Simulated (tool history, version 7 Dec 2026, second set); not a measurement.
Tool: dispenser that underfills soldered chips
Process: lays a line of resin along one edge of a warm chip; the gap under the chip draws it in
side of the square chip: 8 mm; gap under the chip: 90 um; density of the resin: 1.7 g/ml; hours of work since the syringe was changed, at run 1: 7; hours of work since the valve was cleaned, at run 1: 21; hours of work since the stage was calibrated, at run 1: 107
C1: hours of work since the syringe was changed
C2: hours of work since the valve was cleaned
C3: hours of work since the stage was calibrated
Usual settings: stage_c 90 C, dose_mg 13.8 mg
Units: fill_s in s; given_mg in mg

run 1 hour=0 | stage_c=90 dose_mg=13.8 | C1=7 C2=21 C3=107 | fill_s=32.8 given_mg=13.55
-- hour=3 new syringe of resin
run 2 hour=7.4 | stage_c=90 dose_mg=14.8 | C1=3 C2=26 C3=112 | fill_s=27.1 given_mg=14.47
run 3 hour=11.5 | stage_c=90 dose_mg=13.8 | C1=6 C2=29 C3=115 | fill_s=30.4 given_mg=13.48
-- hour=16.1 new syringe of resin
run 4 hour=16.7 | stage_c=90 dose_mg=13.8 | C1=0 C2=33 C3=119 | fill_s=24.9 given_mg=13.38
run 5 hour=21.7 | stage_c=90 dose_mg=13.8 | C1=4 C2=36 C3=122 | fill_s=28.2 given_mg=13.44
run 6 hour=26.1 | stage_c=90 dose_mg=13.8 | C1=7 C2=39 C3=126 | fill_s=31.1 given_mg=13.35
-- hour=29.4 new syringe of resin
run 7 hour=31.6 | stage_c=90 dose_mg=13.8 | C1=2 C2=43 C3=129 | fill_s=25.9 given_mg=13.24
run 8 hour=36.5 | stage_c=90 dose_mg=13.8 | C1=5 C2=47 C3=133 | fill_s=28.8 given_mg=13.25
run 9 hour=41.5 | stage_c=90 dose_mg=13.8 | C1=9 C2=50 C3=136 | fill_s=33.2 given_mg=13.22
-- hour=42.5 new syringe of resin
run 10 hour=45.6 | stage_c=90 dose_mg=13.8 | C1=2 C2=53 C3=139 | fill_s=26.7 given_mg=13.18
run 11 hour=49.7 | stage_c=90 dose_mg=13.8 | C1=5 C2=56 C3=142 | fill_s=28.6 given_mg=13.07
-- hour=55.5 new syringe of resin
run 12 hour=56.8 | stage_c=90 dose_mg=17.6 | C1=1 C2=61 C3=147 | fill_s=24.6 given_mg=16.71
run 13 hour=63.6 | stage_c=90 dose_mg=13.8 | C1=6 C2=66 C3=152 | fill_s=29.8 given_mg=13.03
-- hour=68.4 new syringe of resin
run 14 hour=70.1 | stage_c=90 dose_mg=13.8 | C1=1 C2=70 C3=156 | fill_s=25 given_mg=12.94
run 15 hour=74.9 | stage_c=90 dose_mg=16.9 | C1=5 C2=73 C3=160 | fill_s=27.9 given_mg=15.82
run 16 hour=81 | stage_c=90 dose_mg=16.9 | C1=9 C2=78 C3=164 | fill_s=32.6 given_mg=15.78
-- hour=81.9 new syringe of resin
run 17 hour=84.3 | stage_c=90 dose_mg=16.9 | C1=2 C2=80 C3=166 | fill_s=24.9 given_mg=15.76
run 18 hour=90.1 | stage_c=83 dose_mg=13.8 | C1=6 C2=84 C3=170 | fill_s=41.2 given_mg=12.84
-- hour=94.5 dispensing valve cleaned and set on the balance
-- hour=96.2 new syringe of resin
run 19 hour=96.9 | stage_c=90 dose_mg=11.8 | C1=1 C2=2 C3=174 | fill_s=24.8 given_mg=11.77
run 20 hour=100.9 | stage_c=90 dose_mg=11.8 | C1=3 C2=4 C3=177 | fill_s=28.5 given_mg=11.84
run 21 hour=105.5 | stage_c=80 dose_mg=11.8 | C1=7 C2=8 C3=181 | fill_s=49.4 given_mg=11.78
-- hour=109.4 new syringe of resin
run 22 hour=110.5 | stage_c=80 dose_mg=11.8 | C1=1 C2=11 C3=184 | fill_s=40.6 given_mg=11.69
run 23 hour=117.8 | stage_c=86 dose_mg=14.1 | C1=6 C2=16 C3=189 | fill_s=35.1 given_mg=13.91
-- hour=122.5 new syringe of resin
run 24 hour=124.2 | stage_c=93 dose_mg=14 | C1=1 C2=21 C3=194 | fill_s=22.4 given_mg=13.77
run 25 hour=128.1 | stage_c=101 dose_mg=13.4 | C1=4 C2=23 C3=196 | fill_s=18 given_mg=13.11
run 26 hour=134.9 | stage_c=86 dose_mg=12.2 | C1=9 C2=28 C3=201 | fill_s=40.6 given_mg=11.92
-- hour=135.6 new syringe of resin
run 27 hour=141.7 | stage_c=86 dose_mg=12.2 | C1=4 C2=33 C3=206 | fill_s=34.9 given_mg=11.85
-- hour=148.6 new syringe of resin
run 28 hour=148.6 | stage_c=86 dose_mg=13.8 | C1=0 C2=38 C3=211 | fill_s=27.9 given_mg=13.28
run 29 hour=155.1 | stage_c=93 dose_mg=13.8 | C1=5 C2=42 C3=215 | fill_s=25.1 given_mg=13.31
-- hour=162 new syringe of resin
run 30 hour=162 | stage_c=98 dose_mg=13.8 | C1=0 C2=47 C3=220 | fill_s=17.5 given_mg=13.23
run 31 hour=168.8 | stage_c=79 dose_mg=13.4 | C1=5 C2=52 C3=225 | fill_s=45.8 given_mg=12.82
run 32 hour=172 | stage_c=75 dose_mg=13.4 | C1=7 C2=54 C3=227 | fill_s=60.3 given_mg=12.77
-- hour=175 new syringe of resin
run 33 hour=178.9 | stage_c=93 dose_mg=14.4 | C1=3 C2=59 C3=232 | fill_s=23.4 given_mg=13.69
run 34 hour=184.4 | stage_c=77 dose_mg=13.2 | C1=7 C2=63 C3=236 | fill_s=54 given_mg=12.53
-- hour=188.4 new syringe of resin
run 35 hour=191.7 | stage_c=77 dose_mg=13.2 | C1=2 C2=68 C3=241 | fill_s=45.5 given_mg=12.4
run 36 hour=194.8 | stage_c=85 dose_mg=13.2 | C1=5 C2=70 C3=243 | fill_s=35.9 given_mg=12.4
run 37 hour=200.2 | stage_c=85 dose_mg=13.2 | C1=8 C2=74 C3=247 | fill_s=39.7 given_mg=12.31

Forecast each of these 3 alternatives for the next run:
-- hour=201.8 new syringe of resin
run A hour=205.2 | stage_c=99 dose_mg=13.4 | C1=2 C2=78 C3=250 | fill_s=? given_mg=?
-- hour=201.8 new syringe of resin
run B hour=205.2 | stage_c=81 dose_mg=15.1 | C1=2 C2=78 C3=250 | fill_s=? given_mg=?
-- hour=201.8 new syringe of resin
run C hour=205.2 | stage_c=105 dose_mg=12.7 | C1=2 C2=78 C3=250 | fill_s=? given_mg=?

run=A fill_s=18.7 given_mg=12.49
run=B fill_s=37.3 given_mg=14.13
run=C fill_s=14.4 given_mg=11.91
Without the tool's hidden state the same runs would have given:
run=A fill_s=18 given_mg=13.38
run=B fill_s=36.4 given_mg=15.15
run=C fill_s=13.8 given_mg=12.77
